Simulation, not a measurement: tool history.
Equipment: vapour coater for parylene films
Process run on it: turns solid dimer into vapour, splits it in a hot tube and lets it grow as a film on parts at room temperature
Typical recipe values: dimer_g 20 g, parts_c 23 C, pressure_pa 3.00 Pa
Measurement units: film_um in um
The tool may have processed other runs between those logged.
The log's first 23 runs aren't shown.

run	hour	dimer_g	parts_c	pressure_pa	hours of work since the trap's valve was overhauled	hours of work since the table's thermometer was calibrated	film_um
24	266.0	9	25	3.00	212	256	1.69
25	280.9	9	25	7.86	220	265	1.59
26	290.7	36	23	2.34	226	271	7.50
27	305.5	36	24	3.16	235	279	7.04
28	319.8	20	23	6.04	243	288	3.79
29	326.2	21	30	9.93	247	291	3.01
30	335.7	14	15	5.38	253	297	3.43
31	344.8	14	15	5.38	258	302	3.45
32	358.6	14	15	5.38	266	311	3.40
33	373.6	19	15	8.44	275	319	4.45
34	386.0	19	15	8.44	282	327	4.48
35	400.8	19	15	8.44	291	335	4.48
36	408.5	8	31	2.73	296	340	1.29
37	424.4	20	23	3.02	305	349	4.01
38	431.1	20	23	3.02	309	353	4.03
39	441.1	20	23	3.02	315	359	4.03
40	447.7	20	23	3.02	319	363	4.04
41	454.3	27	27	3.02	323	367	4.86
42	466.1	11	28	7.52	330	374	1.71

Branching from run 42: 5 alternative next runs. What would each branch give?
A	475.9	14	29	5.99	335	380	?
B	475.9	15	28	7.52	335	380	?
C	475.9	11	22	4.20	335	380	?
D	475.9	15	19	3.72	335	380	?
E	475.9	20	23	6.30	335	380	?

run	film_um
A	2.20
B	2.36
C	2.19
D	3.29
E	3.67
The same runs, with their run-to-run variation unchanged, on a tool lacking any hidden condition would have given:
run	film_um
A	2.29
B	2.46
C	2.28
D	3.43
E	3.82
